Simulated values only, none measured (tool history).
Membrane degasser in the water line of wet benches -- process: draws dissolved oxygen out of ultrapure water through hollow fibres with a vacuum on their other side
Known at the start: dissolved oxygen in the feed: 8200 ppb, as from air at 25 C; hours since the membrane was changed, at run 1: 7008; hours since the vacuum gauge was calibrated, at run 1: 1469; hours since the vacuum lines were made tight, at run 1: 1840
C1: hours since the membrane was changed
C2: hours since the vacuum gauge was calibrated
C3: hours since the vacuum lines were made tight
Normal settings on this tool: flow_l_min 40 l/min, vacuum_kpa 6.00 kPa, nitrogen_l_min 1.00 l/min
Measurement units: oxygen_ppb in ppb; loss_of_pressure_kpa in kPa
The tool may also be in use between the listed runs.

Run 1, hour 0.0: usual settings; C1 7008; C2 1469; C3 1840. Result: oxygen_ppb 281.2 ppb, loss_of_pressure_kpa 32.50 kPa.
Run 2, hour 187.1: usual settings; C1 7195; C2 1657; C3 2028. Result: oxygen_ppb 282.0 ppb, loss_of_pressure_kpa 32.58 kPa.
Run 3, hour 343.5: usual settings but nitrogen_l_min 2.05 l/min; C1 7352; C2 1813; C3 2184. Result: oxygen_ppb 179.9 ppb, loss_of_pressure_kpa 32.53 kPa.
Run 4, hour 504.8: usual settings but nitrogen_l_min 2.05 l/min; C1 7513; C2 1974; C3 2345. Result: oxygen_ppb 179.3 ppb, loss_of_pressure_kpa 32.37 kPa.
Run 5, hour 707.6: usual settings; C1 7716; C2 2177; C3 2548. Result: oxygen_ppb 286.2 ppb, loss_of_pressure_kpa 33.09 kPa.
Run 6, hour 913.9: usual settings; C1 7922; C2 2383; C3 2754. Result: oxygen_ppb 285.0 ppb, loss_of_pressure_kpa 33.07 kPa.
Run 7, hour 1054.3: usual settings but vacuum_kpa 11.92 kPa; C1 8062; C2 2524; C3 2895. Result: oxygen_ppb 708.5 ppb, loss_of_pressure_kpa 32.88 kPa.
Run 8, hour 1220.3: usual settings but vacuum_kpa 11.92 kPa; C1 8228; C2 2690; C3 3061. Result: oxygen_ppb 718.3 ppb, loss_of_pressure_kpa 32.93 kPa.
Run 9, hour 1321.4: usual settings; C1 8329; C2 2791; C3 3162. Result: oxygen_ppb 289.9 ppb, loss_of_pressure_kpa 33.13 kPa.
Run 10, hour 1517.8: usual settings; C1 8526; C2 2987; C3 3358. Result: oxygen_ppb 290.3 ppb, loss_of_pressure_kpa 32.95 kPa.
Run 11, hour 1694.7: usual settings; C1 8703; C2 3164; C3 3535. Result: oxygen_ppb 297.4 ppb, loss_of_pressure_kpa 32.98 kPa.
At hour 1757.7: seals of the vacuum lines changed.
Run 12, hour 1844.9: usual settings; C1 8851; C2 3312; C3 87. Result: oxygen_ppb 298.7 ppb, loss_of_pressure_kpa 33.36 kPa.
Run 13, hour 2052.3: usual settings; C1 9058; C2 3520; C3 295. Result: oxygen_ppb 301.2 ppb, loss_of_pressure_kpa 33.37 kPa.
Run 14, hour 2227.4: usual settings; C1 9233; C2 3695; C3 470. Result: oxygen_ppb 297.7 ppb, loss_of_pressure_kpa 33.35 kPa.
At hour 2443.9: membrane cartridge changed.
Run 15, hour 2470.7: usual settings; C1 27; C2 3934; C3 709. Result: oxygen_ppb 277.7 ppb, loss_of_pressure_kpa 30.67 kPa.
Run 16, hour 2654.6: usual settings; C1 211; C2 4118; C3 893. Result: oxygen_ppb 285.1 ppb, loss_of_pressure_kpa 30.40 kPa.
Run 17, hour 2828.1: usual settings; C1 384; C2 4292; C3 1066. Result: oxygen_ppb 283.0 ppb, loss_of_pressure_kpa 30.67 kPa.
Run 18, hour 2972.6: usual settings but flow_l_min 25 l/min, vacuum_kpa 3.65 kPa, nitrogen_l_min 0.48 l/min; C1 529; C2 4436; C3 1211. Result: oxygen_ppb 90.4 ppb, loss_of_pressure_kpa 19.20 kPa.
Run 19, hour 3132.7: usual settings but flow_l_min 31 l/min, vacuum_kpa 12.66 kPa, nitrogen_l_min 0.48 l/min; C1 689; C2 4596; C3 1371. Result: oxygen_ppb 1064.8 ppb, loss_of_pressure_kpa 23.63 kPa.
Run 20, hour 3270.3: usual settings but vacuum_kpa 9.04 kPa; C1 826; C2 4734; C3 1509. Result: oxygen_ppb 516.7 ppb, loss_of_pressure_kpa 30.59 kPa.
Run 21, hour 3467.3: usual settings but vacuum_kpa 9.04 kPa; C1 1023; C2 4931; C3 1706. Result: oxygen_ppb 517.7 ppb, loss_of_pressure_kpa 31.11 kPa.
Run 22, hour 3593.7: usual settings but vacuum_kpa 3.98 kPa; C1 1150; C2 5057; C3 1832. Result: oxygen_ppb 139.2 ppb, loss_of_pressure_kpa 30.81 kPa.
Run 23, hour 3745.7: usual settings but flow_l_min 52 l/min, vacuum_kpa 3.64 kPa; C1 1302; C2 5209; C3 1984. Result: oxygen_ppb 178.1 ppb, loss_of_pressure_kpa 40.25 kPa.
Run 24, hour 3888.1: usual settings but flow_l_min 59 l/min, vacuum_kpa 11.94 kPa; C1 1444; C2 5352; C3 2126. Result: oxygen_ppb 1019.6 ppb, loss_of_pressure_kpa 45.85 kPa.
Run 25, hour 4011.3: usual settings but flow_l_min 36 l/min, vacuum_kpa 11.94 kPa; C1 1567; C2 5475; C3 2250. Result: oxygen_ppb 658.0 ppb, loss_of_pressure_kpa 28.02 kPa.
Run 26, hour 4235.0: usual settings but flow_l_min 36 l/min, vacuum_kpa 11.94 kPa; C1 1791; C2 5698; C3 2473. Result: oxygen_ppb 665.2 ppb, loss_of_pressure_kpa 27.95 kPa.
Run 27, hour 4347.2: usual settings but flow_l_min 25 l/min, vacuum_kpa 11.94 kPa, nitrogen_l_min 0.96 l/min; C1 1903; C2 5811; C3 2585. Result: oxygen_ppb 495.9 ppb, loss_of_pressure_kpa 19.45 kPa.
Run 28, hour 4570.2: usual settings but flow_l_min 34 l/min, vacuum_kpa 4.33 kPa, nitrogen_l_min 0.62 l/min; C1 2126; C2 6034; C3 2808. Result: oxygen_ppb 198.2 ppb, loss_of_pressure_kpa 26.55 kPa.
Run 29, hour 4672.3: usual settings but flow_l_min 34 l/min, vacuum_kpa 7.67 kPa, nitrogen_l_min 2.70 l/min; C1 2228; C2 6136; C3 2911. Result: oxygen_ppb 166.4 ppb, loss_of_pressure_kpa 26.34 kPa.
Run 30, hour 4849.2: usual settings but flow_l_min 34 l/min, vacuum_kpa 7.67 kPa, nitrogen_l_min 2.70 l/min; C1 2405; C2 6313; C3 3087. Result: oxygen_ppb 165.6 ppb, loss_of_pressure_kpa 26.61 kPa.
Run 31, hour 4960.1: usual settings but flow_l_min 55 l/min, nitrogen_l_min 1.55 l/min; C1 2516; C2 6424; C3 3198. Result: oxygen_ppb 345.2 ppb, loss_of_pressure_kpa 43.14 kPa.
Run 32, hour 5102.4: usual settings but flow_l_min 27 l/min, vacuum_kpa 8.61 kPa, nitrogen_l_min 1.36 l/min; C1 2659; C2 6566; C3 3341. Result: oxygen_ppb 274.6 ppb, loss_of_pressure_kpa 21.31 kPa.
Run 33, hour 5255.7: usual settings but flow_l_min 39 l/min, vacuum_kpa 14.75 kPa, nitrogen_l_min 1.42 l/min; C1 2812; C2 6719; C3 3494. Result: oxygen_ppb 697.3 ppb, loss_of_pressure_kpa 30.80 kPa.

Measured result minus the same run's result without the hidden state. Both carry the same run-to-run variation, though not necessarily the same gauge scatter:
The tool's hidden condition here consists of: membrane still open, %; true pressure behind the membrane over the reading, kPa; air that leaks in behind the membrane, l/min; drift of the gauge itself on oxygen_ppb, %; drift of the gauge itself on loss_of_pressure_kpa, %.
run  oxygen_ppb  loss_of_pressure_kpa
  1       +25.9                 +2.06
  2       +27.6                 +2.11
  3       +23.4                 +2.17
  4       +24.3                 +2.22
  5       +32.9                 +2.31
  6       +34.4                 +2.37
  7       +32.6                 +2.41
  8       +34.6                 +2.47
  9       +38.4                 +2.51
 10       +40.1                 +2.57
 11       +42.6                 +2.63
 12       +44.1                 +2.69
 13       +46.2                 +2.75
 14       +47.1                 +2.82
 15       +29.0                 +0.01
 16       +31.3                 +0.07
 17       +32.4                 +0.12
 18       +41.8                 +0.09
 19       +44.1                 +0.15
 20       +35.4                 +0.23
 21       +37.0                 +0.30
 22       +41.1                 +0.33
 23       +53.6                 +0.50
 24       +52.6                 +0.63
 25       +36.5                 +0.42
 26       +38.6                 +0.49
 27       +29.8                 +0.36
 28       +62.5                 +0.54
 29       +19.7                 +0.57
 30       +20.2                 +0.62
 31       +53.3                 +1.06
 32       +29.3                 +0.55
 33       +38.4                 +0.85

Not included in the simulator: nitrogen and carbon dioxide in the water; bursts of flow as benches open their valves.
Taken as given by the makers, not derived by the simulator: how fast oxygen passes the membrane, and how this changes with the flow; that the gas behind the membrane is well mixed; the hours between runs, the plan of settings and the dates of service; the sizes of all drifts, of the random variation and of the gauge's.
